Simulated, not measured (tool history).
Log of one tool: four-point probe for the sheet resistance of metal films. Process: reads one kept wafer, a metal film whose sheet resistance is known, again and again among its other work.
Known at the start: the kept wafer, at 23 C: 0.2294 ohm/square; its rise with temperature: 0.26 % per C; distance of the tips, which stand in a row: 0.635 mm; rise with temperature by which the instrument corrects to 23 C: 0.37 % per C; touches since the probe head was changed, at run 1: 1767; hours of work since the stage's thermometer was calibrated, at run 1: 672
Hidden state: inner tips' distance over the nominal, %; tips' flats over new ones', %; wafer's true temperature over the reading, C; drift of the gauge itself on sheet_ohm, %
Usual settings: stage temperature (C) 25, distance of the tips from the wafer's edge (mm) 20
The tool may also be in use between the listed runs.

| run | day | stage temperature (C) | distance of the tips from the wafer's edge (mm) | touches since the probe head was changed | hours of work since the stage's thermometer was calibrated | sheet resistance as the instrument gives it (ohm/square) |
|---|---|---|---|---|---|---|
| 1 | 0.000 | 25 | 20 | 1767 | 672 | 0.228840 |
| 2 | 0.758 | 25 | 20 | 2031 | 685 | 0.228875 |
| 3 | 1.262 | 25 | 20 | 2207 | 693 | 0.228865 |
| 4 | 1.742 | 25 | 20 | 2374 | 702 | 0.228849 |
| 5 | 2.300 | 25 | 20 | 2568 | 711 | 0.228774 |
| 6 | 3.000 | 25 | 20 | 2813 | 723 | 0.228860 |
| 7 | 3.833 | 25 | 63 | 3102 | 738 | 0.228682 |
| 8 | 4.492 | 25 | 20 | 3332 | 749 | 0.228795 |
| 9 | 5.008 | 25 | 20 | 3512 | 758 | 0.228857 |
|  | 5.075 | stage's thermometer calibrated |
| 10 | 5.900 | 25 | 22 | 3816 | 14 | 0.228938 |
| 11 | 6.612 | 30 | 20 | 4065 | 27 | 0.227764 |
| 12 | 7.083 | 25 | 20 | 4229 | 35 | 0.228933 |
| 13 | 7.579 | 25 | 20 | 4401 | 43 | 0.228903 |
| 14 | 8.217 | 25 | 20 | 4624 | 54 | 0.228825 |
| 15 | 8.992 | 25 | 20 | 4893 | 68 | 0.229029 |
| 16 | 9.704 | 20 | 22 | 5142 | 80 | 0.230165 |
| 17 | 10.221 | 20 | 22 | 5322 | 89 | 0.230191 |
|  | 10.312 | stage's thermometer calibrated, once more |
| 18 | 10.900 | 19 | 7 | 5550 | 10 | 0.231187 |
| 19 | 11.367 | 19 | 7 | 5714 | 18 | 0.231210 |
| 20 | 12.212 | 20 | 20 | 6008 | 33 | 0.230108 |
| 21 | 12.942 | 20 | 20 | 6262 | 45 | 0.230079 |
| 22 | 13.767 | 28 | 3 | 6551 | 60 | 0.233352 |

The next listed run, before its measurement:
| 23 | 14.571 | 23 | 31 | 6830 | 74 | ? |

sheet resistance as the instrument gives it (ohm/square): 0.229295
Without the tool's hidden state the same run would have given sheet resistance as the instrument gives it (ohm/square) 0.229481.
